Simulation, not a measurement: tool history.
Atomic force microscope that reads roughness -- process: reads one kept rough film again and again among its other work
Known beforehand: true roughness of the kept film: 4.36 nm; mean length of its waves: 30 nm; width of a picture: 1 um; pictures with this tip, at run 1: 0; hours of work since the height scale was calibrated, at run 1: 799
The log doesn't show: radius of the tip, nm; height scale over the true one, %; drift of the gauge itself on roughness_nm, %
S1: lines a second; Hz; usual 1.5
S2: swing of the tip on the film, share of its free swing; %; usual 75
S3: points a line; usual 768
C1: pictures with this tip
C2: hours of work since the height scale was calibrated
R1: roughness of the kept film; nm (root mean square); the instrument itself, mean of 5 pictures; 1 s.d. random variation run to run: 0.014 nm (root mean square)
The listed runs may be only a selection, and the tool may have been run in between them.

{"run": 1, "hour": 0.0, "S1": 1.5, "S2": 75, "S3": 768, "C1": 0, "C2": 799, "R1": 3.215}
{"hour": 46.1, "done": "new tip fitted"}
{"run": 2, "hour": 49.0, "S1": 1.5, "S2": 75, "S3": 768, "C1": 6, "C2": 835, "R1": 3.18}
{"run": 3, "hour": 90.0, "S1": 1.5, "S2": 75, "S3": 768, "C1": 90, "C2": 865, "R1": 2.214}
{"hour": 92.7, "done": "new tip fitted"}
{"run": 4, "hour": 130.3, "S1": 3.59, "S2": 75, "S3": 768, "C1": 77, "C2": 894, "R1": 2.007}
{"hour": 139.7, "done": "new tip fitted"}
{"run": 5, "hour": 173.4, "S1": 3.59, "S2": 75, "S3": 768, "C1": 69, "C2": 926, "R1": 2.029}
{"hour": 186.2, "done": "new tip fitted"}
{"run": 6, "hour": 202.7, "S1": 3.59, "S2": 75, "S3": 768, "C1": 34, "C2": 947, "R1": 2.38}
{"hour": 233.2, "done": "new tip fitted"}
{"run": 7, "hour": 234.4, "S1": 3.59, "S2": 75, "S3": 768, "C1": 2, "C2": 970, "R1": 2.733}
{"run": 8, "hour": 268.8, "S1": 3.59, "S2": 75, "S3": 768, "C1": 73, "C2": 995, "R1": 2.015}
{"hour": 280.3, "done": "new tip fitted"}
{"run": 9, "hour": 306.1, "S1": 3.59, "S2": 75, "S3": 768, "C1": 53, "C2": 1022, "R1": 2.194}
{"hour": 329.1, "done": "new tip fitted"}
{"run": 10, "hour": 345.5, "S1": 1.5, "S2": 75, "S3": 768, "C1": 34, "C2": 1051, "R1": 2.774}
{"hour": 377.2, "done": "new tip fitted"}
{"run": 11, "hour": 378.6, "S1": 1.5, "S2": 75, "S3": 768, "C1": 3, "C2": 1075, "R1": 3.222}
{"run": 12, "hour": 406.3, "S1": 1.5, "S2": 75, "S3": 768, "C1": 60, "C2": 1095, "R1": 2.379}
{"hour": 423.4, "done": "new tip fitted"}
{"run": 13, "hour": 445.2, "S1": 1.5, "S2": 75, "S3": 768, "C1": 45, "C2": 1123, "R1": 2.537}
{"hour": 472.8, "done": "new tip fitted"}
{"run": 14, "hour": 495.3, "S1": 1.5, "S2": 75, "S3": 768, "C1": 46, "C2": 1160, "R1": 2.589}
{"hour": 519.6, "done": "new tip fitted"}
{"run": 15, "hour": 529.6, "S1": 1.5, "S2": 75, "S3": 768, "C1": 21, "C2": 1185, "R1": 2.914}
{"hour": 534.2, "done": "height scale calibrated on a step standard"}
{"hour": 567.5, "done": "new tip fitted"}
{"run": 16, "hour": 567.5, "S1": 1.5, "S2": 75, "S3": 768, "C1": 0, "C2": 24, "R1": 3.278}
{"hour": 616.6, "done": "new tip fitted"}
{"run": 17, "hour": 616.6, "S1": 1.5, "S2": 82, "S3": 768, "C1": 0, "C2": 60, "R1": 3.113}
{"run": 18, "hour": 646.8, "S1": 2.31, "S2": 75, "S3": 768, "C1": 62, "C2": 82, "R1": 2.32}
{"hour": 663.1, "done": "new tip fitted"}
{"run": 19, "hour": 696.0, "S1": 2.31, "S2": 75, "S3": 768, "C1": 68, "C2": 118, "R1": 2.277}
{"hour": 709.0, "done": "new tip fitted"}
{"run": 20, "hour": 732.3, "S1": 2.31, "S2": 75, "S3": 768, "C1": 48, "C2": 144, "R1": 2.405}
{"hour": 758.7, "done": "new tip fitted"}
{"run": 21, "hour": 758.7, "S1": 2.31, "S2": 75, "S3": 768, "C1": 0, "C2": 163, "R1": 3.082}
{"run": 22, "hour": 793.2, "S1": 0.66, "S2": 75, "S3": 768, "C1": 71, "C2": 189, "R1": 2.521}
{"hour": 805.1, "done": "new tip fitted"}
{"run": 23, "hour": 838.7, "S1": 0.66, "S2": 75, "S3": 325, "C1": 69, "C2": 222, "R1": 2.462}
{"hour": 851.7, "done": "new tip fitted"}
{"hour": 866.1, "done": "height scale calibrated on a step standard, once more"}
{"run": 24, "hour": 895.4, "S1": 1.13, "S2": 75, "S3": 768, "C1": 88, "C2": 22, "R1": 2.24}
{"hour": 900.7, "done": "new tip fitted"}
{"run": 25, "hour": 921.0, "S1": 1.13, "S2": 75, "S3": 768, "C1": 41, "C2": 40, "R1": 2.674}
{"hour": 948.3, "done": "new tip fitted"}
{"run": 26, "hour": 959.8, "S1": 1.5, "S2": 75, "S3": 369, "C1": 24, "C2": 68, "R1": 2.826}
{"hour": 995.8, "done": "new tip fitted"}
{"run": 27, "hour": 1001.8, "S1": 1.5, "S2": 75, "S3": 369, "C1": 12, "C2": 99, "R1": 2.998}
{"hour": 1042.6, "done": "new tip fitted"}
{"run": 28, "hour": 1050.6, "S1": 1.5, "S2": 75, "S3": 369, "C1": 17, "C2": 134, "R1": 2.865}
{"run": 29, "hour": 1075.8, "S1": 3.33, "S2": 75, "S3": 868, "C1": 69, "C2": 153, "R1": 2.002}
{"hour": 1091.7, "done": "new tip fitted"}
{"run": 30, "hour": 1100.5, "S1": 0.66, "S2": 80, "S3": 405, "C1": 18, "C2": 170, "R1": 3.1}
{"run": 31, "hour": 1128.6, "S1": 0.66, "S2": 80, "S3": 405, "C1": 76, "C2": 191, "R1": 2.412}
{"hour": 1140.9, "done": "new tip fitted"}
{"run": 32, "hour": 1170.0, "S1": 0.66, "S2": 80, "S3": 405, "C1": 60, "C2": 221, "R1": 2.648}
{"hour": 1187.7, "done": "new tip fitted"}
{"run": 33, "hour": 1205.6, "S1": 1.32, "S2": 71, "S3": 756, "C1": 37, "C2": 247, "R1": 2.806}
{"hour": 1235.9, "done": "new tip fitted"}
{"run": 34, "hour": 1259.6, "S1": 1.32, "S2": 71, "S3": 756, "C1": 49, "C2": 286, "R1": 2.668}
{"hour": 1285.2, "done": "new tip fitted"}
{"run": 35, "hour": 1296.8, "S1": 1.32, "S2": 71, "S3": 756, "C1": 23, "C2": 313, "R1": 2.962}
{"hour": 1332.4, "done": "new tip fitted"}
{"run": 36, "hour": 1348.4, "S1": 1.32, "S2": 58, "S3": 756, "C1": 33, "C2": 351, "R1": 3}
{"hour": 1379.5, "done": "new tip fitted"}
{"run": 37, "hour": 1383.9, "S1": 0.77, "S2": 58, "S3": 586, "C1": 9, "C2": 377, "R1": 3.38}
{"hour": 1428.6, "done": "new tip fitted"}
{"run": 38, "hour": 1437.5, "S1": 0.77, "S2": 58, "S3": 586, "C1": 19, "C2": 416, "R1": 3.173}
{"hour": 1474.5, "done": "new tip fitted"}
{"run": 39, "hour": 1481.4, "S1": 1.5, "S2": 61, "S3": 768, "C1": 14, "C2": 448, "R1": 3.207}
{"hour": 1521.4, "done": "new tip fitted"}
{"run": 40, "hour": 1523.2, "S1": 0.52, "S2": 61, "S3": 679, "C1": 3, "C2": 478, "R1": 3.54}
{"run": 41, "hour": 1563.7, "S1": 0.78, "S2": 75, "S3": 951, "C1": 87, "C2": 508, "R1": 2.38}
{"hour": 1570.6, "done": "new tip fitted"}
{"hour": 1616.9, "done": "new tip fitted"}
{"run": 42, "hour": 1618.6, "S1": 0.78, "S2": 75, "S3": 494, "C1": 4, "C2": 547, "R1": 3.342}
{"hour": 1663.2, "done": "new tip fitted"}
{"run": 43, "hour": 1667.4, "S1": 0.78, "S2": 75, "S3": 494, "C1": 9, "C2": 583, "R1": 3.184}
{"hour": 1711.1, "done": "new tip fitted"}
{"run": 44, "hour": 1719.1, "S1": 1.5, "S2": 66, "S3": 381, "C1": 16, "C2": 621, "R1": 3.116}
{"run": 45, "hour": 1752.5, "S1": 0.88, "S2": 63, "S3": 839, "C1": 85, "C2": 645, "R1": 2.385}
{"hour": 1761.2, "done": "new tip fitted"}
{"run": 46, "hour": 1800.8, "S1": 0.99, "S2": 57, "S3": 768, "C1": 82, "C2": 680, "R1": 2.519}
{"hour": 1809.0, "done": "new tip fitted"}
{"run": 47, "hour": 1852.0, "S1": 1.54, "S2": 75, "S3": 739, "C1": 89, "C2": 718, "R1": 2.122}
{"hour": 1854.8, "done": "new tip fitted"}
{"run": 48, "hour": 1895.3, "S1": 0.91, "S2": 89, "S3": 621, "C1": 83, "C2": 749, "R1": 2.17}

Run 49, settings as shown, results not yet in. Your forecast:
{"hour": 1903.4, "done": "new tip fitted"}
{"run": 49, "hour": 1935.7, "S1": 1.93, "S2": 64, "S3": 304, "C1": 67, "C2": 778, "R1": "?"}

Run 49 yielded R1 2.483 nm (root mean square).
Were there no unlogged condition in the tool, this run, its random variation unchanged, would have produced R1 3.369 nm (root mean square).

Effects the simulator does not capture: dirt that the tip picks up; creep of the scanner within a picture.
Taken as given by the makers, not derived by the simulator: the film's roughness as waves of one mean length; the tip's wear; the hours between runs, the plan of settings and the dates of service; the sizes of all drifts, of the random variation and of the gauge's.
